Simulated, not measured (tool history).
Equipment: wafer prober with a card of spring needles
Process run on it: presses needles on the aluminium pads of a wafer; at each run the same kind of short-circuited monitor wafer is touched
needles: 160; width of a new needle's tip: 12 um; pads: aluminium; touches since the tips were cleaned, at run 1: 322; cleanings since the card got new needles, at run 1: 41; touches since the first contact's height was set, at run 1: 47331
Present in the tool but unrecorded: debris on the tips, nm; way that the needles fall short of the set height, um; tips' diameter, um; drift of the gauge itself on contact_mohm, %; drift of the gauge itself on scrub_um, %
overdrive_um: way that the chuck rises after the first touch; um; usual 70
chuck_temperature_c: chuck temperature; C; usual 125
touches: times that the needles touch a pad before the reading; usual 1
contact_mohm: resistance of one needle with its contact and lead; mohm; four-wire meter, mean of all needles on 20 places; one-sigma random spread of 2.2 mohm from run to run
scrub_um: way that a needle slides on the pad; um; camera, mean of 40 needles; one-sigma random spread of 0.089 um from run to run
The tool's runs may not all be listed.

run	hour	overdrive_um	chuck_temperature_c	touches	touches since the tips were cleaned	cleanings since the card got new needles	touches since the first contact's height was set	contact_mohm	scrub_um
1	0	70	125	1	322	41	47331	255	15.16
# hour 10.9: tips cleaned on abrasive film
2	11	70	125	1	25	42	50795	251	15.33
3	19.3	75	125	1	2675	42	53445	250	16.11
# hour 23.2: tips cleaned on abrasive film
4	31.6	70	125	1	2684	43	57324	253	15.08
# hour 36.1: tips cleaned on abrasive film
# hour 48: tips cleaned on abrasive film
5	49.8	70	125	1	595	45	63053	251	15.17
# hour 60.1: tips cleaned on abrasive film
6	66.1	70	125	1	1897	46	68183	249	15.14
# hour 72.2: tips cleaned on abrasive film
7	78.2	70	125	1	1923	47	72018	251	15.18
# hour 85: tips cleaned on abrasive film
8	92	70	125	1	2255	48	76377	253	15.29
# hour 97.4: tips cleaned on abrasive film
9	106.9	70	125	1	3003	49	81062	250	15.12
# hour 109.9: tips cleaned on abrasive film
# hour 121.8: tips cleaned on abrasive film
10	124.3	70	125	1	792	51	86548	249	15.17
# hour 133.6: tips cleaned on abrasive film
11	137	70	125	1	1087	52	90538	248	15.26
# hour 145.6: tips cleaned on abrasive film
# hour 157.2: tips cleaned on abrasive film
12	157.2	70	125	1	0	54	96891	254	15.22
# hour 169.3: tips cleaned on abrasive film
13	176.3	70	125	1	2230	55	102943	253	14.93
# hour 182.2: tips cleaned on abrasive film
14	186.4	70	125	1	1358	56	106134	251	15.31
# hour 194.5: tips cleaned on abrasive film
15	194.6	70	125	1	48	57	108708	250	15.02
# hour 206.1: tips cleaned on abrasive film
16	208.7	70	125	1	829	58	113144	249	15.04
# hour 218: tips cleaned on abrasive film
17	228.5	70	125	1	3326	59	119412	247	15.09
# hour 229.8: tips cleaned on abrasive film
18	237.3	70	40	1	2406	60	122194	226	15.23
# hour 241.9: tips cleaned on abrasive film
19	248.5	70	80	1	2092	61	125698	242	15.24
# hour 254.4: tips cleaned on abrasive film
20	256.7	68	114	1	721	62	128276	252	14.61
# hour 266.3: tips cleaned on abrasive film
# hour 268: height of the first contact set anew
21	273.6	89	41	3	2232	63	1776	227	19.24
# hour 278.1: tips cleaned on abrasive film
22	287.1	89	41	3	2847	64	6043	230	19.31
# hour 289.9: tips cleaned on abrasive film
23	299.7	67	27	2	3135	65	10035	227	14.52
# hour 302.1: tips cleaned on abrasive film
24	310	87	110	2	2529	66	13269	245	19
# hour 314.7: tips cleaned on abrasive film
25	320.3	85	125	1	1760	67	16497	253	18.21
# hour 326.9: tips cleaned on abrasive film
26	331.7	83	125	1	1521	68	20090	252	17.98
# hour 339.3: tips cleaned on abrasive film
27	341.2	83	125	1	589	69	23074	250	17.77
# hour 350.9: tips cleaned on abrasive film
28	359.5	81	110	1	2722	70	28872	247	17.57
# hour 362.9: tips cleaned on abrasive film
29	371.3	81	110	1	2683	71	32601	245	17.57
# hour 374.6: tips cleaned on abrasive film
30	383.3	53	96	2	2768	72	36377	249	11.53
# hour 386.7: tips cleaned on abrasive film
# hour 399.2: tips cleaned on abrasive film
31	401.7	53	96	2	793	74	42154	246	11.31

Each row is a separate what-if for the run after 31, all from the same tool condition, not one after another. Results?
# hour 410.9: tips cleaned on abrasive film
A	421.4	66	125	1	3316	75	48387	?	?
# hour 410.9: tips cleaned on abrasive film
B	421.4	89	74	2	3316	75	48387	?	?
# hour 410.9: tips cleaned on abrasive film
C	421.4	50	77	1	3316	75	48387	?	?

run	contact_mohm	scrub_um
A	250	14.35
B	236	19.31
C	244	10.88
With the hidden condition removed and each run's random variation left untouched, the same runs would have given:
run	contact_mohm	scrub_um
A	250	14.36
B	235	19.31
C	243	10.89

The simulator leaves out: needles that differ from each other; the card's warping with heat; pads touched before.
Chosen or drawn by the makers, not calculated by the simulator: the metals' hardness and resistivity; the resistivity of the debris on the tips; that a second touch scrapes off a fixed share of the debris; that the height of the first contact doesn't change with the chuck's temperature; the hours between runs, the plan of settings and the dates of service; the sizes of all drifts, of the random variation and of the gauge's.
